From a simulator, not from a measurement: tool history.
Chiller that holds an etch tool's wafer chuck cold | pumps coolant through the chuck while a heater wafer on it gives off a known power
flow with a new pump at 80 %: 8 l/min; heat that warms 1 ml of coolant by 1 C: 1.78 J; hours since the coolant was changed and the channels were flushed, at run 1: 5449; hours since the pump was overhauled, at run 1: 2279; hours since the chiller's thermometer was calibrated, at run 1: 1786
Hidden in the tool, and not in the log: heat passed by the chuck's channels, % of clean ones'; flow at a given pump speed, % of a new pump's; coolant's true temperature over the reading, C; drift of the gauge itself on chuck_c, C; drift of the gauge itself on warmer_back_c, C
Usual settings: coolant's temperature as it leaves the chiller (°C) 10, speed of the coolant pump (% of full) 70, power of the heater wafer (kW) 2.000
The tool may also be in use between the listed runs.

run	day	coolant's temperature as it leaves the chiller (°C)	speed of the coolant pump (% of full)	power of the heater wafer (kW)	hours since the coolant was changed and the channels were flushed	hours since the pump was overhauled	hours since the chiller's thermometer was calibrated	chuck's temperature once it has settled (°C)	how much warmer the coolant comes back (C)
1	0.000	10	70	2.000	5449	2279	1786	37.0	9.72
2	3.208	10	70	2.000	5526	2356	1863	36.9	9.72
3	6.375	10	70	2.000	5602	2432	1939	36.9	9.75
4	9.800	10	70	1.375	5684	2514	2022	28.5	6.74
5	13.317	10	70	1.375	5769	2599	2106	28.5	6.69
6	16.454	10	82	2.000	5844	2674	2181	33.6	8.30
7	18.417	11	82	2.000	5891	2721	2229	34.9	8.27
8	21.671	10	70	1.243	5969	2799	2307	26.8	6.06
9	24.017	10	70	1.243	6026	2856	2363	27.0	6.06
10	26.192	10	70	1.243	6078	2908	2415	26.8	6.07
11	29.521	10	88	2.000	6158	2988	2495	32.6	7.69
12	31.696	10	70	2.000	6210	3040	2547	37.3	9.77
13	34.342	10	70	2.000	6273	3103	2611	37.5	9.76
14	38.000	10	70	2.000	6361	3191	2698	37.3	9.79
15	41.625	15	74	2.418	6448	3278	2785	46.8	11.23
16	44.192	6	74	2.294	6510	3340	2847	36.2	10.61
17	48.038	10	64	2.722	6602	3432	2939	50.5	14.65
18	50.000	4	70	2.000	6649	3479	2986	31.6	9.83
19	52.658	20	74	2.545	6713	3543	3050	53.4	11.79
20	56.046	9	60	1.557	6794	3624	3132	33.6	9.00
21	58.725	19	92	1.557	6858	3689	3196	36.0	5.80
22	61.400	19	74	1.732	6923	3753	3260	42.0	8.00
23	63.354	19	74	1.732	6970	3800	3307	42.0	8.03
24	66.871	16	61	1.115	7054	3884	3391	33.3	6.30
25	69.242	13	81	1.974	7111	3941	3448	37.4	8.29
26	70.962	13	81	1.974	7152	3982	3490	37.3	8.35
27	74.562	8	86	1.965	7239	4069	3576	30.9	7.79
28	77.862	17	77	2.220	7318	4148	3655	45.7	9.88

Some steps in chuck's temperature once it has settled (°C) between neighbouring runs. How much of each would the tool show without its hidden state too (settings, what came in, random variation), and how much is left for the hidden state, with any gauge scatter that isn't in both results?
Run 16 -> 17: coolant's temperature as it leaves the chiller (°C) 6 -> 10, speed of the coolant pump (% of full) 74 -> 64, power of the heater wafer (kW) 2.294 -> 2.722. chuck's temperature once it has settled (°C) +14.3: hidden state +1.5, all else +12.8.
Run 17 -> 18: coolant's temperature as it leaves the chiller (°C) 10 -> 4, speed of the coolant pump (% of full) 64 -> 70, power of the heater wafer (kW) 2.722 -> 2.000. chuck's temperature once it has settled (°C) -18.9: hidden state -1.7, all else -17.2.
Run 18 -> 19: coolant's temperature as it leaves the chiller (°C) 4 -> 20, speed of the coolant pump (% of full) 70 -> 74, power of the heater wafer (kW) 2.000 -> 2.545. chuck's temperature once it has settled (°C) +21.8: hidden state +0.8, all else +21.0.
Run 19 -> 20: coolant's temperature as it leaves the chiller (°C) 20 -> 9, speed of the coolant pump (% of full) 74 -> 60, power of the heater wafer (kW) 2.545 -> 1.557. chuck's temperature once it has settled (°C) -19.8: hidden state -1.2, all else -18.6.

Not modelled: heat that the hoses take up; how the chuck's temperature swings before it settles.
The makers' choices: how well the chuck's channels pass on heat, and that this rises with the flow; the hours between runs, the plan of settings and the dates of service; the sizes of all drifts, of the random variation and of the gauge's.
